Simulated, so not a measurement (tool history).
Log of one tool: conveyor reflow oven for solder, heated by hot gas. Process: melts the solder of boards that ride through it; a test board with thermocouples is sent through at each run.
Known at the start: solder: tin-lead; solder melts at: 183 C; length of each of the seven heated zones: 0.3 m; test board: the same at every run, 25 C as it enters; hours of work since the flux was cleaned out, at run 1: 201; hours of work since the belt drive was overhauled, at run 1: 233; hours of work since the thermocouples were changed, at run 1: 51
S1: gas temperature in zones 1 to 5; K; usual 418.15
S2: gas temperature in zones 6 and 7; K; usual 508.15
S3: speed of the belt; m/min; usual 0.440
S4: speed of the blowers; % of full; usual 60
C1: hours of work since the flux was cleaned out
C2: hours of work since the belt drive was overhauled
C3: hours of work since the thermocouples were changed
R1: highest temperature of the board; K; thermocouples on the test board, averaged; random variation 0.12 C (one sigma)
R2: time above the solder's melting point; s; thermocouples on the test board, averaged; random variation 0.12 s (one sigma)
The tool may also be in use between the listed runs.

run	hour	S1	S2	S3	S4	C1	C2	C3	R1	R2
1	0.0	418.15	508.15	0.440	60	201	233	51	490.15	63.4
2	10.1	418.15	508.15	0.440	60	206	237	55	490.25	63.4
3	25.2	418.15	508.15	0.440	60	212	244	62	490.15	63.6
4	41.6	418.15	508.15	0.440	60	220	251	70	490.05	63.6
5	50.4	418.15	508.15	0.440	60	224	255	73	490.05	63.2
6	63.4	418.15	508.15	0.440	60	229	261	79	489.85	63.3
7	80.6	418.15	508.15	0.440	60	237	269	87	489.95	63.4
8	92.5	418.15	508.15	0.440	60	242	274	92	489.75	63.2
9	103.3	418.15	508.15	0.372	60	247	279	97	494.65	80.6
10	119.0	418.15	508.15	0.372	60	254	286	104	495.05	80.5
11	126.8	418.15	508.15	0.372	60	258	289	108	494.85	80.5
12	143.5	418.15	508.15	0.372	60	265	297	115	494.65	80.4
13	159.8	418.15	508.15	0.372	60	273	304	122	494.75	80.5
14	166.9	418.15	508.15	0.372	60	276	307	126	494.95	80.6
15	175.3	418.15	508.15	0.372	60	280	311	129	494.85	80.6
16	192.2	418.15	508.15	0.374	56	287	319	137	493.95	79.4
17	200.4	423.15	508.15	0.434	60	291	322	141	490.85	67.7
18	208.0	417.15	512.15	0.488	65	294	326	144	489.95	56.5
19	220.3	417.15	512.15	0.488	65	300	331	150	490.05	56.1
20	235.1	425.15	497.15	0.436	57	306	338	156	481.75	59.5
21	251.1	420.15	510.15	0.362	57	314	345	163	497.05	85.7
22	265.9	420.15	510.15	0.423	74	320	352	170	495.15	71.6
23	282.2	406.15	521.15	0.478	53	327	359	177	492.15	55.0
24	293.6	406.15	521.15	0.478	53	333	364	182	492.25	55.1
25	305.9	412.15	508.15	0.476	60	338	370	188	485.55	51.5
26	314.6	418.15	520.15	0.440	74	342	374	192	502.05	72.2
27	324.7	414.15	499.15	0.440	73	347	378	196	483.25	56.1
28	340.1	424.15	499.15	0.440	59	353	385	203	482.95	59.6
29	349.2	424.15	499.15	0.496	59	358	389	207	479.35	48.1
30	363.6	424.15	505.15	0.461	59	364	396	214	486.45	59.6

3 ways to go on from here, each from the tool as it stands after run 30. What would each give?
A	375.4	424.15	497.15	0.404	59	369	401	219	?	?
B	375.4	418.15	519.15	0.425	60	369	401	219	?	?
C	375.4	409.15	508.15	0.440	60	369	401	219	?	?

run	R1	R2
A	483.65	66.7
B	499.85	73.3
C	487.35	57.2
Without the tool's hidden state the same runs would have given:
run	R1	R2
A	484.95	68.3
B	501.75	74.2
C	489.35	59.2

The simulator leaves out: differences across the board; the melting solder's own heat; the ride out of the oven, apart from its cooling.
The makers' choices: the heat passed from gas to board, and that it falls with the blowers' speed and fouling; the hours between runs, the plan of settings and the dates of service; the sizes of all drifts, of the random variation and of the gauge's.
